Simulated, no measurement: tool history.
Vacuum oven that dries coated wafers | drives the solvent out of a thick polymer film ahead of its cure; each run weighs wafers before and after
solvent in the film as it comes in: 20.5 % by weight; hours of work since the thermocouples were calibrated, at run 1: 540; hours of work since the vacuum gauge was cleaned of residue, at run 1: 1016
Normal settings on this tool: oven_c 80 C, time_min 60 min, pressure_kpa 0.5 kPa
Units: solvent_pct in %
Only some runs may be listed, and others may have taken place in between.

run,hour,oven_c,time_min,pressure_kpa,hours of work since the thermocouples were calibrated,hours of work since the vacuum gauge was cleaned of residue,solvent_pct
1,0,80,60,0.5,540,1016,0.818
2,21,80,60,0.5,549,1025,0.819
3,55.3,80,60,1.541,563,1039,1.228
4,91.1,80,60,1.587,578,1054,1.251
5,122.9,80,60,0.5,591,1067,0.817
6,157.2,80,60,0.5,605,1081,0.817
7,172.7,80,60,0.5,612,1088,0.807
8,206.2,80,60,0.5,626,1102,0.807
9,221.3,80,60,0.5,632,1108,0.824
10,246.2,80,60,0.5,642,1118,0.812
11,281.2,80,60,0.5,657,1133,0.812
12,297.9,80,60,0.959,664,1140,0.995
13,314.1,90,60,0.959,671,1147,0.362
14,343.8,90,60,0.959,683,1159,0.368
15,372.2,66,60,0.5,695,1171,3.269
16,394.8,66,60,0.5,704,1180,3.26
17,425.6,66,60,0.351,717,1193,3.179
18,441.7,74,60,0.5,724,1200,1.585
# hour 453.9: vacuum gauge cleaned of residue and calibrated
19,476.8,80,60,0.647,738,10,0.874
20,510.3,80,60,0.647,752,23,0.865
21,536.8,80,60,0.5,763,34,0.816
22,557.5,80,60,0.5,771,43,0.821
23,580.3,80,60,0.5,781,53,0.81
24,608.8,80,60,0.5,793,64,0.807
25,638.6,80,60,0.5,805,77,0.811
26,668.9,80,60,0.5,818,89,0.812
27,684.1,76,38,0.69,824,96,3.196
28,719.8,73,38,0.414,839,111,3.793
29,746,94,48,0.378,850,121,0.224
30,775.2,94,48,0.378,862,134,0.218
31,801.5,65,68,0.921,873,145,3.174
32,817.2,65,68,0.921,879,151,3.181
33,851.1,74,48,0.5,893,165,2.445
34,885.7,68,60,1.336,908,180,3.271
35,908.7,68,60,1.336,917,189,3.269
36,926.7,65,60,0.317,925,197,3.391
37,952.1,65,60,0.317,935,207,3.392
38,981.1,80,97,0.998,948,219,0.48
39,1006.6,80,41,0.5,958,230,1.925
40,1036.4,80,41,0.5,971,242,1.924
41,1057,82,50,0.58,979,251,1.029
42,1091.7,82,43,0.58,994,265,1.479
43,1107.4,82,43,0.58,1000,272,1.458
44,1126.2,79,74,0.524,1008,280,0.557
45,1156.9,73,42,1.499,1021,292,3.773

Here are 3 independent what-if runs from the current tool condition. What would each one return?
A,1179.7,80,89,1.266,1030,302,?
B,1179.7,73,59,0.691,1030,302,?
C,1179.7,73,42,0.941,1030,302,?

run,solvent_pct
A,0.647
B,1.898
C,3.511
Take away the tool's hidden state, keep each run's random variation, and the runs would have read:
run,solvent_pct
A,0.647
B,1.9
C,3.514

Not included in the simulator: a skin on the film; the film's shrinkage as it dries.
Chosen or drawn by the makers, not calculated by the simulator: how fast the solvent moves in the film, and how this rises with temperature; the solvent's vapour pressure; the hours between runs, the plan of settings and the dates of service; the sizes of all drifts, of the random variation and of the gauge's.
